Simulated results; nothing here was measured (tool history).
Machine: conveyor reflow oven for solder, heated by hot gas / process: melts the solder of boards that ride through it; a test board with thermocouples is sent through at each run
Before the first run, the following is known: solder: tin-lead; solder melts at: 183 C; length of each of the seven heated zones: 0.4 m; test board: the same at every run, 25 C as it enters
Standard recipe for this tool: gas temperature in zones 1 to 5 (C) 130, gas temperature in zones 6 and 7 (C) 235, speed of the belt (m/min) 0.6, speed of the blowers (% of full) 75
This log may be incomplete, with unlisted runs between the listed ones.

run   hour  gas temperature in zones 1 to 5 (C)  gas temperature in zones 6 and 7 (C)  speed of the belt (m/min)  speed of the blowers (% of full)  highest temperature of the board (C)  time above the solder's melting point (s)
  1      0                                  130                                   235                        0.6                                75                                   219                                       59.2
  2   54.4                                  130                                   235                        0.6                                75                                 218.7                                       59.2
  3  100.4                                  130                                   235                        0.6                                75                                 218.6                                       58.7
  4  143.9                                  117                                   235                        0.6                                75                                 216.8                                       53.1
  5  182.1                                  130                                   235                      0.527                                75                                 222.6                                       71.2
  6  224.3                                  130                                   235                      0.527                                75                                 222.5                                       71.4
  7  250.7                                  130                                   235                      0.527                                75                                 222.4                                       70.9
  8  292.4                                  130                                   235                        0.6                                75                                 218.6                                       58.6
  9    343                                  130                                   235                        0.6                                75                                 218.2                                       58.8
 10    383                                  121                                   235                      0.556                                75                                 219.2                                         62
     390.2  -- belt drive overhauled, speed set with a stopwatch
 11    422                                  119                                   235                      0.562                                58                                 214.6                                       55.1
 12  480.8                                  119                                   238                      0.562                                58                                 217.2                                       57.5
 13  540.4                                  119                                   238                      0.562                                58                                   217                                       57.6
 14    566                                  128                                   247                      0.592                                55                                 223.3                                       62.6
 15  626.4                                  128                                   247                      0.592                                55                                 223.3                                       62.7
     650.9  -- belt drive overhauled, speed set with a stopwatch, once more
     672.5  -- flux residue cleaned out of gas plates and filters
 16  678.5                                  128                                   247                      0.592                                55                                 224.3                                       62.2

For some of the steps in highest temperature of the board (C) from one run to the next: how much would appear even if the tool had no hidden state, given the settings, what came in and random variation, and how much remains for the hidden state plus any gauge scatter that the measured result and the result without hidden state don't share?
Hidden conditions of the tool in this case: heat that the gas passes to the board, % of a clean oven's; belt's true speed, % of the reading; true gas temperature in zones 6 and 7 over the reading, C; drift of the gauge itself on peak_c, C; drift of the gauge itself on liquid_s, %.
Run 13 -> 14: gas temperature in zones 1 to 5 (C) 119 -> 128, gas temperature in zones 6 and 7 (C) 238 -> 247, speed of the belt (m/min) 0.562 -> 0.592, speed of the blowers (% of full) 58 -> 55. highest temperature of the board (C) +6.3: hidden state -0.1, all else +6.4.
Run 15 -> 16: belt drive overhauled, speed set with a stopwatch, once more, flux residue cleaned out of gas plates and filters. highest temperature of the board (C) +1: hidden state +0.9, all else +0.1.
